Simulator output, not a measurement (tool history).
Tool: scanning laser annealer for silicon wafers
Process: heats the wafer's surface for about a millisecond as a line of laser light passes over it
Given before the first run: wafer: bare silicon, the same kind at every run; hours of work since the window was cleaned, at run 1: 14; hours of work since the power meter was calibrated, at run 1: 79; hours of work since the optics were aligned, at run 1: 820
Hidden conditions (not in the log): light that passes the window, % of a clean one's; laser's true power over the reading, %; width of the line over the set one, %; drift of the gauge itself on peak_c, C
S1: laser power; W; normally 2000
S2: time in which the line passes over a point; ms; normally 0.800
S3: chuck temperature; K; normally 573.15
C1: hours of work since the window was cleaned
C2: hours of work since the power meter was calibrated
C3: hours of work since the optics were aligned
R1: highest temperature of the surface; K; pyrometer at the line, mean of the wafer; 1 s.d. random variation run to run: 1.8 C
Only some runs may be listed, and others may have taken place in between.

{"run": 1, "day": 0.0, "S1": 2000, "S2": 0.8, "S3": 573.15, "C1": 14, "C2": 79, "C3": 820, "R1": 1327.15}
{"run": 2, "day": 0.175, "S1": 2000, "S2": 0.8, "S3": 573.15, "C1": 16, "C2": 82, "C3": 823, "R1": 1331.15}
{"run": 3, "day": 0.371, "S1": 2000, "S2": 0.8, "S3": 573.15, "C1": 19, "C2": 85, "C3": 826, "R1": 1329.15}
{"run": 4, "day": 0.692, "S1": 2000, "S2": 0.8, "S3": 573.15, "C1": 24, "C2": 89, "C3": 830, "R1": 1327.15}
{"run": 5, "day": 0.867, "S1": 2000, "S2": 0.8, "S3": 573.15, "C1": 26, "C2": 92, "C3": 833, "R1": 1324.15}
{"run": 6, "day": 1.038, "S1": 2000, "S2": 0.8, "S3": 573.15, "C1": 29, "C2": 94, "C3": 835, "R1": 1325.15}
{"run": 7, "day": 1.254, "S1": 2000, "S2": 0.8, "S3": 573.15, "C1": 32, "C2": 97, "C3": 838, "R1": 1328.15}
{"run": 8, "day": 1.442, "S1": 2000, "S2": 0.8, "S3": 573.15, "C1": 35, "C2": 100, "C3": 841, "R1": 1328.15}
{"run": 9, "day": 1.621, "S1": 2082, "S2": 0.8, "S3": 573.15, "C1": 37, "C2": 103, "C3": 844, "R1": 1360.15}
{"run": 10, "day": 1.858, "S1": 2082, "S2": 0.8, "S3": 573.15, "C1": 41, "C2": 106, "C3": 847, "R1": 1362.15}
{"run": 11, "day": 2.196, "S1": 1782, "S2": 0.8, "S3": 573.15, "C1": 46, "C2": 111, "C3": 852, "R1": 1239.15}
{"run": 12, "day": 2.45, "S1": 2124, "S2": 0.97, "S3": 573.15, "C1": 49, "C2": 115, "C3": 856, "R1": 1452.15}
{"run": 13, "day": 2.75, "S1": 1972, "S2": 0.807, "S3": 582.15, "C1": 54, "C2": 119, "C3": 860, "R1": 1328.15}
{"run": 14, "day": 3.067, "S1": 1972, "S2": 0.807, "S3": 582.15, "C1": 58, "C2": 124, "C3": 865, "R1": 1327.15}
{"run": 15, "day": 3.417, "S1": 1989, "S2": 0.727, "S3": 573.15, "C1": 63, "C2": 129, "C3": 870, "R1": 1288.15}
{"run": 16, "day": 3.629, "S1": 1989, "S2": 0.727, "S3": 573.15, "C1": 66, "C2": 132, "C3": 873, "R1": 1289.15}

What if the next run were any one of these 4? Each begins from the tool's condition after run 16:
{"run": "A", "day": 3.9, "S1": 1920, "S2": 0.709, "S3": 573.15, "C1": 70, "C2": 136, "C3": 877, "R1": "?"}
{"run": "B", "day": 3.9, "S1": 1800, "S2": 0.697, "S3": 547.15, "C1": 70, "C2": 136, "C3": 877, "R1": "?"}
{"run": "C", "day": 3.9, "S1": 2000, "S2": 0.601, "S3": 589.15, "C1": 70, "C2": 136, "C3": 877, "R1": "?"}
{"run": "D", "day": 3.9, "S1": 1989, "S2": 0.727, "S3": 592.15, "C1": 70, "C2": 136, "C3": 877, "R1": "?"}

run=A R1=1257.15
run=B R1=1182.15
run=C R1=1247.15
run=D R1=1310.15
Stripped of hidden state, with their random variation kept, the same runs would have yielded:
run=A R1=1269.15
run=B R1=1193.15
run=C R1=1259.15
run=D R1=1322.15
